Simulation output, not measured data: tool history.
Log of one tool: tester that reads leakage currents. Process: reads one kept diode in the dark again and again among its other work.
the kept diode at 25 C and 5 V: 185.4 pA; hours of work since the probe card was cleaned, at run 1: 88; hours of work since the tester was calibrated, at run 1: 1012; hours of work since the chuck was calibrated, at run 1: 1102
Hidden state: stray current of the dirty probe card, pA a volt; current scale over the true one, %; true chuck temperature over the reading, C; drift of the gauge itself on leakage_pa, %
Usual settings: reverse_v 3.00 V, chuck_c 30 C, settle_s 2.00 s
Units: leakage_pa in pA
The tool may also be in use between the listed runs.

run   hour  reverse_v  chuck_c  settle_s  hours of work since the probe card was cleaned  hours of work since the tester was calibrated  hours of work since the chuck was calibrated  leakage_pa
  1    0.0       3.00       30      2.00                                              88                                           1012                                          1102      274.56
  2   65.4       7.29       30      2.00                                             129                                           1053                                          1142      380.58
  3  152.3      16.83       30      2.00                                             183                                           1107                                          1197      524.01
  4  255.1       3.00       38      2.00                                             247                                           1171                                          1261      575.35
  5  361.6       3.00       38      2.00                                             314                                           1237                                          1327      576.80
  6  436.7      10.96       38      2.00                                             360                                           1284                                          1374      938.17
  7  491.7      10.96       34      0.51                                             395                                           1318                                          1408      663.12
  8  565.9       2.14       47      7.24                                             441                                           1365                                          1454     1110.50
  9  621.1       3.00       33      0.31                                             475                                           1399                                          1488      380.08
 10  687.4      13.91       58      0.73                                             517                                           1440                                          1530     5375.58

Some steps in leakage_pa between neighbouring runs. How much of each would the tool show without its hidden state too (settings, what came in, random variation), and how much is left for the hidden state, with any gauge scatter that isn't in both results?
Run 9 -> 10: reverse_v 3.00 -> 13.91, chuck_c 33 -> 58, settle_s 0.31 -> 0.73. leakage_pa +4995.50 pA: hidden state +576.64, all else +4418.86.
